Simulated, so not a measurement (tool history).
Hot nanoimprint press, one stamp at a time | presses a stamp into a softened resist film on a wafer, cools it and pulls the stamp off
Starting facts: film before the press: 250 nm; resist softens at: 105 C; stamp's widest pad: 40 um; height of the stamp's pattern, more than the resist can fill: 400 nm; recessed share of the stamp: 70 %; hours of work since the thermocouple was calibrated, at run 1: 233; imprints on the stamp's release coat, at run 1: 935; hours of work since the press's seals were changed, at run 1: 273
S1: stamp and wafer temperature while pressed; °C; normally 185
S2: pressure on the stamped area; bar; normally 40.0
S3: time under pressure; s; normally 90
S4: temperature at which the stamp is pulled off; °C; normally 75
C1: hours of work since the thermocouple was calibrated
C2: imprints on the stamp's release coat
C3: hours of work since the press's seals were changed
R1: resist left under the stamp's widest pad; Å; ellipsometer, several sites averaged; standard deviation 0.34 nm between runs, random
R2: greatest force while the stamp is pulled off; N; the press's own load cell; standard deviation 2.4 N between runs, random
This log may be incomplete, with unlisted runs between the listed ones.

run	hour	S1	S2	S3	S4	C1	C2	C3	R1	R2
1	0.0	185	40.0	90	75	233	935	273	1157	110
2	20.6	185	40.0	90	79	249	1008	289	1160	96
3	37.1	185	40.0	90	79	262	1067	302	1155	100
4	56.5	185	40.0	64	75	277	1136	317	1313	108
5	69.1	185	40.0	64	75	287	1181	327	1306	110
6	87.1	188	40.0	90	75	301	1245	341	1068	114
7	109.2	185	40.0	82	75	318	1324	358	1198	103
# hour 127.8: plate thermocouple calibrated
8	137.7	191	40.0	90	75	8	1414	378	980	110
9	159.6	191	24.7	90	75	25	1493	395	1226	109
10	173.9	191	24.7	90	75	36	1544	406	1231	107
11	190.2	191	24.7	90	75	48	1601	418	1229	108
12	209.7	191	24.7	90	75	64	1671	434	1222	108
13	237.5	187	40.0	90	75	85	1770	455	1106	110
14	250.3	185	40.0	90	62	95	1816	465	1166	135
15	270.0	185	40.0	90	65	110	1886	480	1167	125
16	288.5	185	40.0	107	80	125	1952	495	1089	100
17	317.1	183	40.0	90	75	147	2054	517	1242	107
18	333.1	183	40.0	90	75	159	2111	529	1229	111
19	358.8	193	40.0	46	75	179	2202	549	1212	109
20	382.0	193	40.0	68	75	197	2285	567	1044	110
21	394.9	193	40.0	68	75	207	2331	577	1048	107
# hour 409.7: stamp cleaned and given a new release coat
22	415.7	189	40.0	68	66	219	21	589	1153	128
23	436.8	185	40.0	161	72	235	97	605	932	120
24	448.8	185	40.0	91	62	244	139	614	1161	137
25	474.9	195	46.1	90	66	265	232	635	829	128
26	500.1	191	27.8	86	75	284	322	654	1189	107
27	518.4	183	36.8	61	72	298	387	668	1468	113
28	532.7	185	40.0	124	75	309	438	679	1038	106
29	549.1	183	40.0	124	75	322	497	692	1098	108

What if the next run were any one of these 4? Each begins from the tool's condition after run 29:
# hour 561.9: plate thermocouple calibrated
A	564.3	185	40.0	56	75	2	540	702	?	?
# hour 561.9: plate thermocouple calibrated
B	564.3	190	25.9	53	75	2	540	702	?	?
# hour 561.9: plate thermocouple calibrated
C	564.3	185	40.0	90	63	2	540	702	?	?
# hour 561.9: plate thermocouple calibrated
D	564.3	183	32.1	61	63	2	540	702	?	?

run	R1	R2
A	1382	105
B	1487	104
C	1180	136
D	1550	137
The same runs, with their run-to-run variation unchanged, on a tool lacking any hidden condition would have given:
run	R1	R2
A	1359	105
B	1462	104
C	1160	136
D	1524	137
